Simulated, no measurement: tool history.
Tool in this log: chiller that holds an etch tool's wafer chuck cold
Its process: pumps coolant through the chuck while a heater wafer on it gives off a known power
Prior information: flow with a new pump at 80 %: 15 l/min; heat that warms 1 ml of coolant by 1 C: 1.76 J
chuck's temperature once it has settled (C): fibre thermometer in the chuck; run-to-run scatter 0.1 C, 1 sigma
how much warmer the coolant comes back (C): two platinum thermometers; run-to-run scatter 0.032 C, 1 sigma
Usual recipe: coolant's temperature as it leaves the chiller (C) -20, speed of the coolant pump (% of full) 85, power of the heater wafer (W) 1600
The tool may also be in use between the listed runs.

run	hour	coolant's temperature as it leaves the chiller (C)	speed of the coolant pump (% of full)	power of the heater wafer (W)	chuck's temperature once it has settled (C)	how much warmer the coolant comes back (C)
1	0.0	-20	85	1600	-3.4	3.47
2	49.3	-20	85	1600	-3.3	3.48
3	82.3	-20	85	1600	-3.5	3.41
4	102.7	-20	85	1600	-3.3	3.45
5	126.5	-20	85	1600	-3.3	3.41
6	167.3	-20	85	1600	-3.2	3.50
7	213.8	-20	83	1600	-2.8	3.54
8	245.4	-20	79	1600	-2.2	3.75
9	290.4	-20	75	1600	-1.3	3.95
10	324.5	-20	75	1600	-1.1	3.99
11	365.9	-20	75	1600	-1.2	4.04
12	404.6	-20	85	1600	-3.3	3.51
# hour 409.8: chiller's thermometer calibrated
13	438.0	-20	85	1600	-3.0	3.52
14	465.3	-20	96	1600	-4.9	3.03
15	490.3	-20	96	1600	-5.1	3.07
# hour 515.3: chiller's thermometer calibrated, once more
16	531.2	-20	96	1600	-4.9	3.00
17	559.2	-20	81	1600	-2.3	3.68
18	581.2	-12	62	1600	10.4	4.93
19	627.5	-26	69	1696	-4.5	4.72
20	655.6	-26	90	1942	-6.3	4.02
21	697.6	-26	90	1942	-6.3	3.98
22	736.9	-20	92	1600	-4.0	3.18
23	764.2	-20	92	1600	-4.0	3.28
24	785.0	-28	96	1521	-13.2	2.89
25	830.4	-20	69	1087	-6.2	2.95

Run 26 has not been measured yet. What should we expect?
26	877.7	-20	69	1087	?	?

chuck's temperature once it has settled (C): -6.2
how much warmer the coolant comes back (C): 3.01
Had the tool carried no hidden state, the very same run would have given chuck's temperature once it has settled (C) -7.1, how much warmer the coolant comes back (C) 2.89.

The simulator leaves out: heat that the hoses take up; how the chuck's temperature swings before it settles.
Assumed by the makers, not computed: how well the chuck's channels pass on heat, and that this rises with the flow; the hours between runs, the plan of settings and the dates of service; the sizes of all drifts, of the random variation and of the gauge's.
